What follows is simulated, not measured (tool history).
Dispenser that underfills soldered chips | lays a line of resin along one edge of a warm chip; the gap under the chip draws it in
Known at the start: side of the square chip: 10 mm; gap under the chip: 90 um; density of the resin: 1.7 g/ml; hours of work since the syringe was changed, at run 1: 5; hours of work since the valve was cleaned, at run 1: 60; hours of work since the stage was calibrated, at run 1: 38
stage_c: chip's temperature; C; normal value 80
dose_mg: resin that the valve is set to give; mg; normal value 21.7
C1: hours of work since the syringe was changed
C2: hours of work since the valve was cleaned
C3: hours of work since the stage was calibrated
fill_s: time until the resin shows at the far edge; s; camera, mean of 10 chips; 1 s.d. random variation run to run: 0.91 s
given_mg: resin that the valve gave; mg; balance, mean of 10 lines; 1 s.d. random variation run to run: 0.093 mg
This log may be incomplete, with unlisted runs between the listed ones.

{"run": 1, "hour": 0.0, "stage_c": 80, "dose_mg": 21.7, "C1": 5, "C2": 60, "C3": 38, "fill_s": 126.0, "given_mg": 20.98}
{"hour": 4.8, "done": "new syringe of resin"}
{"run": 2, "hour": 5.5, "stage_c": 80, "dose_mg": 21.7, "C1": 0, "C2": 63, "C3": 42, "fill_s": 91.2, "given_mg": 21.01}
{"run": 3, "hour": 14.2, "stage_c": 80, "dose_mg": 21.7, "C1": 6, "C2": 68, "C3": 47, "fill_s": 140.0, "given_mg": 20.87}
{"hour": 17.1, "done": "new syringe of resin"}
{"run": 4, "hour": 19.8, "stage_c": 80, "dose_mg": 21.7, "C1": 2, "C2": 72, "C3": 50, "fill_s": 100.6, "given_mg": 20.83}
{"run": 5, "hour": 28.0, "stage_c": 80, "dose_mg": 21.7, "C1": 7, "C2": 77, "C3": 55, "fill_s": 149.0, "given_mg": 20.81}
{"hour": 29.6, "done": "new syringe of resin"}
{"run": 6, "hour": 35.5, "stage_c": 80, "dose_mg": 21.7, "C1": 4, "C2": 81, "C3": 60, "fill_s": 116.0, "given_mg": 20.81}
{"hour": 42.1, "done": "new syringe of resin"}
{"run": 7, "hour": 43.4, "stage_c": 80, "dose_mg": 21.7, "C1": 1, "C2": 86, "C3": 65, "fill_s": 94.1, "given_mg": 20.79}
{"run": 8, "hour": 50.3, "stage_c": 80, "dose_mg": 21.7, "C1": 5, "C2": 90, "C3": 69, "fill_s": 130.5, "given_mg": 20.52}
{"hour": 54.2, "done": "new syringe of resin"}
{"run": 9, "hour": 57.7, "stage_c": 80, "dose_mg": 21.7, "C1": 2, "C2": 95, "C3": 74, "fill_s": 104.4, "given_mg": 20.67}
{"run": 10, "hour": 65.3, "stage_c": 80, "dose_mg": 21.8, "C1": 7, "C2": 100, "C3": 78, "fill_s": 155.5, "given_mg": 20.64}
{"hour": 66.4, "done": "new syringe of resin"}
{"run": 11, "hour": 70.4, "stage_c": 80, "dose_mg": 21.8, "C1": 2, "C2": 103, "C3": 81, "fill_s": 106.6, "given_mg": 20.53}
{"hour": 78.5, "done": "new syringe of resin"}
{"run": 12, "hour": 79.0, "stage_c": 80, "dose_mg": 21.8, "C1": 0, "C2": 108, "C3": 87, "fill_s": 92.4, "given_mg": 20.47}
{"run": 13, "hour": 88.2, "stage_c": 72, "dose_mg": 21.7, "C1": 6, "C2": 114, "C3": 92, "fill_s": 200.2, "given_mg": 20.3}
{"hour": 90.6, "done": "new syringe of resin"}
{"run": 14, "hour": 93.2, "stage_c": 78, "dose_mg": 20.1, "C1": 2, "C2": 117, "C3": 95, "fill_s": 113.4, "given_mg": 18.72}
{"run": 15, "hour": 97.5, "stage_c": 91, "dose_mg": 22.0, "C1": 4, "C2": 119, "C3": 98, "fill_s": 81.2, "given_mg": 20.5}
{"hour": 103.3, "done": "dispensing valve cleaned and set on the balance"}
{"hour": 104.2, "done": "new syringe of resin"}
{"run": 16, "hour": 107.8, "stage_c": 77, "dose_mg": 26.2, "C1": 2, "C2": 3, "C3": 104, "fill_s": 116.4, "given_mg": 26.08}
{"hour": 116.4, "done": "new syringe of resin"}
{"run": 17, "hour": 117.0, "stage_c": 66, "dose_mg": 22.1, "C1": 0, "C2": 8, "C3": 109, "fill_s": 167.5, "given_mg": 22.09}
{"run": 18, "hour": 122.8, "stage_c": 74, "dose_mg": 22.1, "C1": 4, "C2": 12, "C3": 113, "fill_s": 158.0, "given_mg": 22.02}
{"hour": 128.9, "done": "new syringe of resin"}
{"run": 19, "hour": 130.5, "stage_c": 68, "dose_mg": 20.3, "C1": 1, "C2": 17, "C3": 118, "fill_s": 164.0, "given_mg": 20.18}
{"run": 20, "hour": 135.5, "stage_c": 92, "dose_mg": 21.1, "C1": 4, "C2": 20, "C3": 121, "fill_s": 76.7, "given_mg": 21.0}
{"hour": 141.2, "done": "new syringe of resin"}
{"run": 21, "hour": 143.7, "stage_c": 80, "dose_mg": 19.9, "C1": 2, "C2": 25, "C3": 126, "fill_s": 103.2, "given_mg": 19.56}
{"run": 22, "hour": 150.6, "stage_c": 80, "dose_mg": 19.9, "C1": 6, "C2": 29, "C3": 130, "fill_s": 141.7, "given_mg": 19.52}
{"hour": 153.7, "done": "new syringe of resin"}
{"run": 23, "hour": 155.4, "stage_c": 90, "dose_mg": 20.5, "C1": 1, "C2": 32, "C3": 133, "fill_s": 64.4, "given_mg": 20.18}
{"run": 24, "hour": 162.4, "stage_c": 83, "dose_mg": 19.9, "C1": 5, "C2": 36, "C3": 137, "fill_s": 125.1, "given_mg": 19.54}
{"hour": 165.8, "done": "new syringe of resin"}
{"run": 25, "hour": 168.9, "stage_c": 66, "dose_mg": 28.1, "C1": 2, "C2": 40, "C3": 141, "fill_s": 182.2, "given_mg": 27.57}

5 ways to go on from here, each from the tool as it stands after run 25. What would each give?
{"run": "A", "hour": 173.8, "stage_c": 76, "dose_mg": 18.6, "C1": 5, "C2": 43, "C3": 144, "fill_s": "?", "given_mg": "?"}
{"run": "B", "hour": 173.8, "stage_c": 79, "dose_mg": 21.7, "C1": 5, "C2": 43, "C3": 144, "fill_s": "?", "given_mg": "?"}
{"run": "C", "hour": 173.8, "stage_c": 80, "dose_mg": 19.6, "C1": 5, "C2": 43, "C3": 144, "fill_s": "?", "given_mg": "?"}
{"run": "D", "hour": 173.8, "stage_c": 88, "dose_mg": 18.6, "C1": 5, "C2": 43, "C3": 144, "fill_s": "?", "given_mg": "?"}
{"run": "E", "hour": 173.8, "stage_c": 87, "dose_mg": 21.7, "C1": 5, "C2": 43, "C3": 144, "fill_s": "?", "given_mg": "?"}

run=A fill_s=161.8 given_mg=18.20
run=B fill_s=135.9 given_mg=21.20
run=C fill_s=132.1 given_mg=19.27
run=D fill_s=100.6 given_mg=18.28
run=E fill_s=98.0 given_mg=21.12
Had the tool no hidden state, the same runs would have come out as:
run=A fill_s=106.7 given_mg=18.61
run=B fill_s=89.8 given_mg=21.68
run=C fill_s=87.3 given_mg=19.70
run=D fill_s=66.4 given_mg=18.70
run=E fill_s=65.0 given_mg=21.60
